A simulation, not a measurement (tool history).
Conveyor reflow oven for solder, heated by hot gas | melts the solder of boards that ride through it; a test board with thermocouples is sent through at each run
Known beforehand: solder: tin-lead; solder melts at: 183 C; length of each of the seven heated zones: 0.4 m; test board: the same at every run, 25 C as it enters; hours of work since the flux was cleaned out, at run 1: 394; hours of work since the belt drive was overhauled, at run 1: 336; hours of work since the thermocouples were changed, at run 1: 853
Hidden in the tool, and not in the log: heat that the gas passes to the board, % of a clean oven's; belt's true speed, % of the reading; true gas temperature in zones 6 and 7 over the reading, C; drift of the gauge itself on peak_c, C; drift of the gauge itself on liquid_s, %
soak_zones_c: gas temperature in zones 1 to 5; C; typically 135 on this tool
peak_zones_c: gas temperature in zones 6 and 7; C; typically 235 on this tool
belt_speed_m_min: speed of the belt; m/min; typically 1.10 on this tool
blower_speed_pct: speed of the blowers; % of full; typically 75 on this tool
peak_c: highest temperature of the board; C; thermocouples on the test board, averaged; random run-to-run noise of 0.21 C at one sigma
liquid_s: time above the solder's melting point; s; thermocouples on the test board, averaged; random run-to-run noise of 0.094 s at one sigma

run    hour  soak_zones_c  peak_zones_c  belt_speed_m_min  blower_speed_pct  hours of work since the flux was cleaned out  hours of work since the belt drive was overhauled  hours of work since the thermocouples were changed  peak_c  liquid_s
  1     0.0           135           235              1.10                75                                           394                                                336                                                 853   214.7     30.40
  2    39.0           135           242              1.10                75                                           415                                                357                                                 874   220.2     33.12
  3    83.8           135           242              1.10                75                                           439                                                382                                                 898   220.5     32.97
  4   159.2           135           242              1.10                75                                           480                                                423                                                 939   220.4     33.06
      170.1  -- flux residue cleaned out of gas plates and filters
  5   203.9           135           242              1.10                75                                            18                                                444                                                 961   220.3     32.97
  6   246.7           135           242              1.10                75                                            41                                                467                                                 984   220.5     33.08
  7   285.1           135           235              1.10                64                                            62                                                488                                                1005   211.2     28.40
  8   338.2           135           244              1.10                75                                            91                                                517                                                1033   222.4     33.79
      362.8  -- thermocouples of zones 6 and 7 changed
  9   406.6           135           244              1.10                75                                           127                                                553                                                  24   222.4     33.77
 10   466.2           135           235              1.10                75                                           159                                                585                                                  56   214.7     30.49
 11   513.6           135           235              1.10                75                                           185                                                611                                                  82   215.0     30.62
 12   591.6           135           230              1.10                75                                           227                                                653                                                 124   210.9     28.43
 13   625.9           135           235              1.10                75                                           246                                                672                                                 143   214.4     30.52
 14   694.0           135           235              1.10                75                                           283                                                709                                                 179   214.3     30.54
 15   749.1           135           232              0.99                54                                           313                                                738                                                 209   208.9     30.12
 16   812.2           123           225              1.32                80                                           347                                                772                                                 243   198.6     14.91
 17   857.8           130           231              1.03                80                                           371                                                797                                                 268   214.1     31.86
 18   916.2           130           231              1.03                80                                           403                                                829                                                 300   213.7     31.73
 19   950.0           130           231              1.03                80                                           421                                                847                                                 318   213.7     31.71
 20  1016.1           130           231              1.03                80                                           457                                                883                                                 354   213.9     31.50
     1072.7  -- flux residue cleaned out of gas plates and filters
 21  1092.9           130           231              1.03                80                                            11                                                922                                                 393   214.2     31.68
 22  1145.6           135           232              0.93                75                                            39                                                950                                                 421   217.9     38.64
 23  1186.6           135           232              1.03                75                                            62                                                973                                                 444   214.6     32.82
 24  1227.2           141           232              1.03                75                                            84                                                995                                                 466   215.8     34.71
 25  1283.1           141           232              1.03                75                                           114                                               1025                                                 496   215.5     34.71

Predict each of these 5 candidate next runs independently; none follows another, all start after run 25:
  A  1355.2           139           235              1.10                75                                           153                                               1064                                                 535       ?         ?
  B  1355.2           141           232              1.02                75                                           153                                               1064                                                 535       ?         ?
  C  1355.2           143           224              1.31                75                                           153                                               1064                                                 535       ?         ?
  D  1355.2           140           232              0.91                63                                           153                                               1064                                                 535       ?         ?
  E  1355.2           135           235              1.28                51                                           153                                               1064                                                 535       ?         ?

run  peak_c  liquid_s
  A   215.6     31.83
  B   216.0     35.21
  C   201.5     19.75
  D   215.6     39.39
  E   198.8     15.65
Without the tool's hidden state the same runs would have given:
run  peak_c  liquid_s
  A   215.6     31.81
  B   216.0     35.20
  C   201.6     19.75
  D   215.6     39.37
  E   198.8     15.65
